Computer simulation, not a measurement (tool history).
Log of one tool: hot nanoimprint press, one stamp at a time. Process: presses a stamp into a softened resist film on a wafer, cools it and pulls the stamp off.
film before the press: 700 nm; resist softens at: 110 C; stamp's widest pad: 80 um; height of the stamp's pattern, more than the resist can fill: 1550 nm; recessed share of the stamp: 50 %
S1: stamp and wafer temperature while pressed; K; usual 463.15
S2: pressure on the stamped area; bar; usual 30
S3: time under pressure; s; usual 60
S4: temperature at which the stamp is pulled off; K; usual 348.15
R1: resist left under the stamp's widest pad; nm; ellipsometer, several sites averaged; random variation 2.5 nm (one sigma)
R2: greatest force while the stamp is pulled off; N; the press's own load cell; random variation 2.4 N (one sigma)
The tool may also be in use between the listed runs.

run,hour,S1,S2,S3,S4,R1,R2
1,0,463.15,30,60,348.15,428.9,198
# hour 9.9: plate thermocouple calibrated
2,69.7,463.15,30,60,348.15,438.6,207
3,124.6,463.15,30,60,348.15,436.7,207
# hour 167.4: stamp cleaned and given a new release coat
4,186.7,463.15,30,60,348.15,444.4,177
5,245.5,463.15,30,60,348.15,442,179
6,325.5,463.15,30,60,335.15,442.2,206
7,376.8,466.15,30,60,348.15,409.9,185
# hour 427.7: plate thermocouple calibrated, once more
8,450.8,466.15,30,60,348.15,379.7,181
9,492.1,466.15,30,60,348.15,373.9,175
# hour 539.4: press's hydraulic seals changed and the load cell set to zero
10,540.7,463.15,30,60,348.15,402.6,179
11,603.4,463.15,30,60,348.15,402.7,181
12,644.5,463.15,30,60,348.15,404.3,183
13,704.8,452.15,21,95,348.15,543.7,186
14,752.4,460.15,47.6,95,337.15,318.1,207
15,827.2,470.15,19.8,36,345.15,458.4,191
16,901.9,463.15,28.7,60,348.15,420.1,193
17,947.1,463.15,28.7,60,348.15,426.9,194
18,1008,463.15,28.7,60,348.15,425.4,195
19,1065.7,464.15,28.7,110,339.15,339.1,207
# hour 1090.1: plate thermocouple calibrated
20,1150.9,464.15,28.7,110,339.15,324.1,211
21,1210.8,470.15,30,50,348.15,353,195
22,1260.5,465.15,30,60,348.15,383.6,200
23,1295.1,463.15,30,55,348.15,420.9,194

3 ways to go on from here, each from the tool as it stands after run 23. What would each give?
A,1371.4,455.15,19.3,55,348.15,?,?
B,1371.4,463.15,30,55,348.15,?,?
C,1371.4,467.15,30,57,339.15,?,?

run,R1,R2
A,573.7,193
B,427.7,189
C,370.3,209
Without the tool's hidden state the same runs would have given:
run,R1,R2
A,566.4,171
B,416.3,167
C,359.6,185
